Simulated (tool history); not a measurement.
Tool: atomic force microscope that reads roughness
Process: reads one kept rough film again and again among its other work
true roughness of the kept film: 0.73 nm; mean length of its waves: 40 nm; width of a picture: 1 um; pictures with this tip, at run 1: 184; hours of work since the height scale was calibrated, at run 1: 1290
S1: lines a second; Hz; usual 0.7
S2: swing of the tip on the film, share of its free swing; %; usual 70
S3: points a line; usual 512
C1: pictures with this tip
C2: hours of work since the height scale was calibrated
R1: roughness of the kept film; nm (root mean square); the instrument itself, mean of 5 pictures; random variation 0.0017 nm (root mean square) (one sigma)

run 1 day=0 | S1=0.7 S2=70 S3=512 | C1=184 C2=1290 | R1=0.67
-- day=0.625 height scale calibrated on a step standard
run 2 day=3.117 | S1=0.7 S2=70 S3=512 | C1=241 C2=29 | R1=0.678
run 3 day=4.721 | S1=0.7 S2=70 S3=512 | C1=271 C2=47 | R1=0.678
-- day=7.242 new tip fitted
run 4 day=7.717 | S1=0.7 S2=70 S3=512 | C1=9 C2=81 | R1=0.681
run 5 day=9.738 | S1=0.7 S2=56 S3=512 | C1=47 C2=104 | R1=0.699
run 6 day=12.3 | S1=0.7 S2=70 S3=915 | C1=95 C2=134 | R1=0.683
run 7 day=13.929 | S1=0.7 S2=70 S3=915 | C1=125 C2=152 | R1=0.681
run 8 day=16.242 | S1=0.7 S2=70 S3=512 | C1=168 C2=179 | R1=0.677
run 9 day=18.508 | S1=0.7 S2=70 S3=512 | C1=211 C2=205 | R1=0.677
run 10 day=20.358 | S1=0.7 S2=70 S3=512 | C1=245 C2=226 | R1=0.673
run 11 day=22.067 | S1=0.7 S2=70 S3=512 | C1=277 C2=246 | R1=0.674
-- day=24.238 new tip fitted
run 12 day=24.454 | S1=0.7 S2=70 S3=512 | C1=4 C2=273 | R1=0.684
run 13 day=26.321 | S1=0.7 S2=70 S3=512 | C1=39 C2=294 | R1=0.68
run 14 day=28.717 | S1=0.7 S2=77 S3=512 | C1=84 C2=322 | R1=0.666
run 15 day=30.258 | S1=0.7 S2=77 S3=512 | C1=113 C2=340 | R1=0.666
run 16 day=32.817 | S1=0.7 S2=77 S3=512 | C1=161 C2=369 | R1=0.663
run 17 day=35.812 | S1=1.116 S2=70 S3=512 | C1=217 C2=403 | R1=0.659
run 18 day=38.458 | S1=1.116 S2=58 S3=512 | C1=266 C2=434 | R1=0.682
run 19 day=40.971 | S1=1.116 S2=58 S3=512 | C1=313 C2=462 | R1=0.677
-- day=41.204 new tip fitted
run 20 day=44.008 | S1=1.116 S2=58 S3=512 | C1=53 C2=497 | R1=0.686
run 21 day=45.662 | S1=1.116 S2=58 S3=512 | C1=83 C2=516 | R1=0.689
run 22 day=47.133 | S1=1.116 S2=58 S3=512 | C1=111 C2=533 | R1=0.688
run 23 day=49.833 | S1=1.116 S2=58 S3=512 | C1=161 C2=564 | R1=0.682
run 24 day=52.392 | S1=1.116 S2=58 S3=512 | C1=209 C2=593 | R1=0.683
run 25 day=54.45 | S1=0.633 S2=58 S3=512 | C1=248 C2=617 | R1=0.691
run 26 day=56.358 | S1=0.7 S2=60 S3=512 | C1=283 C2=639 | R1=0.687
run 27 day=57.692 | S1=0.7 S2=60 S3=512 | C1=308 C2=654 | R1=0.686
-- day=58.225 new tip fitted
run 28 day=59.442 | S1=0.7 S2=60 S3=512 | C1=23 C2=674 | R1=0.697
run 29 day=61.092 | S1=0.7 S2=60 S3=512 | C1=53 C2=693 | R1=0.693
run 30 day=64.246 | S1=0.7 S2=56 S3=665 | C1=112 C2=729 | R1=0.697
run 31 day=65.65 | S1=0.768 S2=74 S3=554 | C1=139 C2=745 | R1=0.667
run 32 day=67.296 | S1=1.073 S2=70 S3=578 | C1=169 C2=764 | R1=0.659
run 33 day=68.992 | S1=1.073 S2=70 S3=578 | C1=201 C2=783 | R1=0.659
run 34 day=70.438 | S1=1.287 S2=70 S3=316 | C1=228 C2=800 | R1=0.642
run 35 day=73.408 | S1=1.287 S2=70 S3=316 | C1=284 C2=834 | R1=0.643
-- day=75.079 new tip fitted
run 36 day=76.571 | S1=1.287 S2=70 S3=316 | C1=27 C2=870 | R1=0.654
run 37 day=79.246 | S1=0.7 S2=70 S3=336 | C1=77 C2=901 | R1=0.673
run 38 day=81.188 | S1=0.7 S2=70 S3=336 | C1=114 C2=923 | R1=0.675
run 39 day=84.229 | S1=0.895 S2=87 S3=478 | C1=171 C2=958 | R1=0.613
run 40 day=87.217 | S1=3.099 S2=69 S3=559 | C1=226 C2=992 | R1=0.586
run 41 day=89.867 | S1=2.578 S2=83 S3=806 | C1=276 C2=1023 | R1=0.517
-- day=91.933 new tip fitted
run 42 day=91.933 | S1=0.814 S2=83 S3=410 | C1=0 C2=1046 | R1=0.638
run 43 day=94.083 | S1=1.915 S2=65 S3=1013 | C1=40 C2=1071 | R1=0.648
run 44 day=95.858 | S1=0.967 S2=63 S3=512 | C1=74 C2=1091 | R1=0.679
run 45 day=98.408 | S1=0.967 S2=63 S3=512 | C1=121 C2=1120 | R1=0.675
run 46 day=100.117 | S1=0.923 S2=71 S3=512 | C1=153 C2=1140 | R1=0.658
run 47 day=102.012 | S1=0.923 S2=71 S3=512 | C1=189 C2=1162 | R1=0.659
run 48 day=103.971 | S1=0.543 S2=70 S3=512 | C1=225 C2=1184 | R1=0.676
run 49 day=106.858 | S1=0.7 S2=79 S3=512 | C1=279 C2=1217 | R1=0.648
-- day=108.854 new tip fitted
run 50 day=109.688 | S1=1.192 S2=64 S3=555 | C1=16 C2=1250 | R1=0.667
run 51 day=112.179 | S1=0.568 S2=64 S3=538 | C1=62 C2=1278 | R1=0.687
-- day=113.704 height scale calibrated on a step standard
run 52 day=114.679 | S1=0.7 S2=56 S3=512 | C1=108 C2=11 | R1=0.701
run 53 day=116.879 | S1=0.7 S2=66 S3=512 | C1=149 C2=36 | R1=0.688

The same runs without the tool's hidden state, with the same run-to-run variation:
The hidden state here: radius of the tip, nm; height scale over the true one, %; drift of the gauge itself on roughness_nm, %.
run=1 R1=0.687
run=2 R1=0.688
run=3 R1=0.689
run=4 R1=0.683
run=5 R1=0.703
run=6 R1=0.689
run=7 R1=0.689
run=8 R1=0.686
run=9 R1=0.687
run=10 R1=0.685
run=11 R1=0.687
run=12 R1=0.687
run=13 R1=0.685
run=14 R1=0.673
run=15 R1=0.674
run=16 R1=0.673
run=17 R1=0.671
run=18 R1=0.696
run=19 R1=0.693
run=20 R1=0.693
run=21 R1=0.697
run=22 R1=0.697
run=23 R1=0.694
run=24 R1=0.696
run=25 R1=0.706
run=26 R1=0.704
run=27 R1=0.704
run=28 R1=0.704
run=29 R1=0.702
run=30 R1=0.708
run=31 R1=0.679
run=32 R1=0.672
run=33 R1=0.673
run=34 R1=0.658
run=35 R1=0.66
run=36 R1=0.663
run=37 R1=0.685
run=38 R1=0.687
run=39 R1=0.627
run=40 R1=0.601
run=41 R1=0.533
run=42 R1=0.647
run=43 R1=0.659
run=44 R1=0.692
run=45 R1=0.69
run=46 R1=0.674
run=47 R1=0.676
run=48 R1=0.695
run=49 R1=0.669
run=50 R1=0.679
run=51 R1=0.701
run=52 R1=0.706
run=53 R1=0.694
